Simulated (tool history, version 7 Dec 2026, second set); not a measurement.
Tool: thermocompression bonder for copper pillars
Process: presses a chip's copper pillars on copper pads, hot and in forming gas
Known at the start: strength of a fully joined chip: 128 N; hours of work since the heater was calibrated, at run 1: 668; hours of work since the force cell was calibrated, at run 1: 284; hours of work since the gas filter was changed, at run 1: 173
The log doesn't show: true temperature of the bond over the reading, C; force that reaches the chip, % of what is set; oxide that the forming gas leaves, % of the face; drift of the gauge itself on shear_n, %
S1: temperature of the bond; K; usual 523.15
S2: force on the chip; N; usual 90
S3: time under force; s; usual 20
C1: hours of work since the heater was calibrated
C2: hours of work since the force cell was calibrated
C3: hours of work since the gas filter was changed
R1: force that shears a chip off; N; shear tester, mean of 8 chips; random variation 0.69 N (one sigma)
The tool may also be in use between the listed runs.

run 1 hour=0 | S1=523.15 S2=90 S3=20 | C1=668 C2=284 C3=173 | R1=48.6
run 2 hour=10.6 | S1=523.15 S2=90 S3=40 | C1=675 C2=291 C3=180 | R1=61.3
run 3 hour=23.5 | S1=523.15 S2=90 S3=20 | C1=683 C2=299 C3=189 | R1=48.3
run 4 hour=34.4 | S1=523.15 S2=90 S3=20 | C1=691 C2=307 C3=196 | R1=47.5
run 5 hour=42.6 | S1=523.15 S2=97 S3=20 | C1=696 C2=312 C3=202 | R1=52.5
run 6 hour=56.4 | S1=523.15 S2=90 S3=20 | C1=705 C2=321 C3=211 | R1=48.1
run 7 hour=67.2 | S1=523.15 S2=90 S3=13 | C1=712 C2=328 C3=218 | R1=40.4
run 8 hour=75.2 | S1=523.15 S2=90 S3=13 | C1=718 C2=334 C3=223 | R1=40
run 9 hour=90.6 | S1=523.15 S2=90 S3=13 | C1=728 C2=344 C3=233 | R1=40.7
run 10 hour=105.7 | S1=523.15 S2=90 S3=13 | C1=738 C2=354 C3=243 | R1=40.7
run 11 hour=117.5 | S1=536.15 S2=90 S3=20 | C1=746 C2=362 C3=251 | R1=57.1
run 12 hour=127 | S1=536.15 S2=90 S3=20 | C1=752 C2=368 C3=258 | R1=56.9
run 13 hour=137.6 | S1=530.15 S2=90 S3=20 | C1=759 C2=375 C3=265 | R1=53.4
run 14 hour=145.6 | S1=530.15 S2=90 S3=20 | C1=764 C2=380 C3=270 | R1=54.4
run 15 hour=160.5 | S1=523.15 S2=90 S3=20 | C1=774 C2=390 C3=280 | R1=47.2
run 16 hour=173.5 | S1=523.15 S2=90 S3=20 | C1=783 C2=399 C3=288 | R1=48.2
run 17 hour=189.7 | S1=550.15 S2=90 S3=21 | C1=793 C2=410 C3=299 | R1=71
run 18 hour=200.7 | S1=550.15 S2=90 S3=21 | C1=801 C2=417 C3=306 | R1=69.2
-- hour=205.7 forming gas filter changed
run 19 hour=211.5 | S1=550.15 S2=90 S3=21 | C1=808 C2=424 C3=4 | R1=71.2
run 20 hour=227.4 | S1=523.15 S2=114 S3=32 | C1=818 C2=434 C3=14 | R1=72.9
run 21 hour=238.2 | S1=532.15 S2=114 S3=13 | C1=825 C2=441 C3=22 | R1=60.6
run 22 hour=245.4 | S1=505.15 S2=133 S3=14 | C1=830 C2=446 C3=26 | R1=49.6
-- hour=261.8 heater calibrated with a thermocouple chip
run 23 hour=261.8 | S1=531.15 S2=69 S3=15 | C1=0 C2=456 C3=36 | R1=36.3
run 24 hour=277.5 | S1=531.15 S2=90 S3=20 | C1=10 C2=466 C3=46 | R1=53.8
run 25 hour=292.8 | S1=538.15 S2=90 S3=20 | C1=21 C2=476 C3=56 | R1=60.3
run 26 hour=305.6 | S1=523.15 S2=84 S3=14 | C1=29 C2=485 C3=65 | R1=38.7
run 27 hour=321.7 | S1=516.15 S2=120 S3=12 | C1=40 C2=495 C3=76 | R1=47.7
run 28 hour=333 | S1=514.15 S2=105 S3=48 | C1=47 C2=503 C3=83 | R1=67.9
run 29 hour=348.7 | S1=517.15 S2=115 S3=48 | C1=58 C2=513 C3=93 | R1=75.7
run 30 hour=357 | S1=517.15 S2=54 S3=51 | C1=63 C2=519 C3=99 | R1=34.3
run 31 hour=368.2 | S1=517.15 S2=54 S3=51 | C1=71 C2=526 C3=106 | R1=33.5

3 ways to go on from here, each from the tool as it stands after run 31. What would each give?
run A hour=379.5 | S1=523.15 S2=69 S3=49 | C1=78 C2=534 C3=114 | R1=?
run B hour=379.5 | S1=515.15 S2=123 S3=45 | C1=78 C2=534 C3=114 | R1=?
run C hour=379.5 | S1=522.15 S2=54 S3=27 | C1=78 C2=534 C3=114 | R1=?

run=A R1=49.7
run=B R1=76.5
run=C R1=29.8
Without the tool's hidden state the same runs would have given:
run=A R1=50
run=B R1=76.8
run=C R1=30
